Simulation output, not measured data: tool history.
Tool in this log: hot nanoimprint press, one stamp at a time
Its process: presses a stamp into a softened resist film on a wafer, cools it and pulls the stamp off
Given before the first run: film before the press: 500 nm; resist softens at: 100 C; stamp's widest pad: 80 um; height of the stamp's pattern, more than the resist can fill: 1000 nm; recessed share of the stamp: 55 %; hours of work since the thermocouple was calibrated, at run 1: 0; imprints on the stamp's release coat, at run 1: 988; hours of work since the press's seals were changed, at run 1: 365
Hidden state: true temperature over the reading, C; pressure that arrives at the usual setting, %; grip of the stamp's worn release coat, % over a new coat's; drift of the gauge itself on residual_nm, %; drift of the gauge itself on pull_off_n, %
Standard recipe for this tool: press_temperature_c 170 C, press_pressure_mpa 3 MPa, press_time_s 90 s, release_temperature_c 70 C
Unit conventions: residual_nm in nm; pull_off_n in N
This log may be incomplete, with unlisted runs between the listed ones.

run	hour	press_temperature_c	press_pressure_mpa	press_time_s	release_temperature_c	hours of work since the thermocouple was calibrated	imprints on the stamp's release coat	hours of work since the press's seals were changed	residual_nm	pull_off_n
1	0	170	3	90	70	0	988	365	297.2	136
2	39.1	170	3.66	90	70	27	1200	392	272.1	132
3	88.5	170	3.66	90	70	60	1466	425	274.5	133
# hour 106.6: stamp cleaned and given a new release coat
4	162	170	2.5	90	70	106	300	471	322.1	131
5	231.9	170	1.92	90	70	154	677	519	351	132
6	307.8	170	1.92	90	70	206	1087	571	352	132
7	372.6	170	3.86	90	70	250	1437	615	269.3	132
# hour 396.6: stamp cleaned and given a new release coat
8	432.9	170	3.86	90	70	287	195	652	270.7	131
9	473.6	170	3	90	70	315	415	680	299	137
10	523.4	170	3	90	70	349	685	714	303.9	130
11	555.2	170	3	90	70	371	856	736	300.8	132
12	599	170	3	90	70	401	1092	766	302.4	132
# hour 641.2: press's hydraulic seals changed and the load cell set to zero
# hour 659.4: plate thermocouple calibrated
13	685.8	170	4.69	90	70	18	1502	28	250.4	134
# hour 696.4: stamp cleaned and given a new release coat
14	764.8	170	4.69	90	70	68	369	78	248.1	133
15	818.5	170	4.69	90	70	104	659	115	249.5	136
16	863.4	170	4.69	90	70	135	902	146	251.1	132
17	935.4	170	4.69	90	70	184	1291	195	250.7	128
# hour 984.4: stamp cleaned and given a new release coat
18	1011.5	170	4.69	90	70	232	146	243	250.8	130
# hour 1045.2: gauge calibrated
19	1070.6	170	4.69	90	70	273	466	283	242.9	131
20	1103.5	170	3	47	70	295	643	305	355.8	132
21	1171.5	170	3	47	70	341	1010	352	357.6	140
22	1212.1	163	3	45	70	369	1230	380	400.1	130
23	1258.8	170	3	111	70	401	1482	411	280	132
# hour 1274.9: stamp cleaned and given a new release coat
# hour 1315.8: plate thermocouple calibrated
24	1336	170	3	111	70	14	314	458	280.1	129
25	1404.6	170	3	111	70	61	685	505	280.6	132
26	1478	170	3	111	70	111	1081	555	281.6	133
27	1528.4	165	2.11	50	55	145	1353	589	421.3	155
# hour 1566.4: stamp cleaned and given a new release coat
28	1596.2	165	2.11	50	71	187	160	632	417.7	129

Branching from run 28: 5 alternative next runs. What would each branch give?
A	1648	169	2.33	50	71	223	440	667	?	?
B	1648	170	2.11	74	71	223	440	667	?	?
C	1648	180	2.83	50	74	223	440	667	?	?
D	1648	170	3	90	64	223	440	667	?	?
E	1648	170	2.08	154	69	223	440	667	?	?

run	residual_nm	pull_off_n
A	391.3	131
B	361.2	131
C	300.2	127
D	301.5	141
E	300.6	132
Stripped of hidden state, with their random variation kept, the same runs would have yielded:
run	residual_nm	pull_off_n
A	384.9	130
B	355.4	131
C	295.4	127
D	296.6	141
E	295.8	132
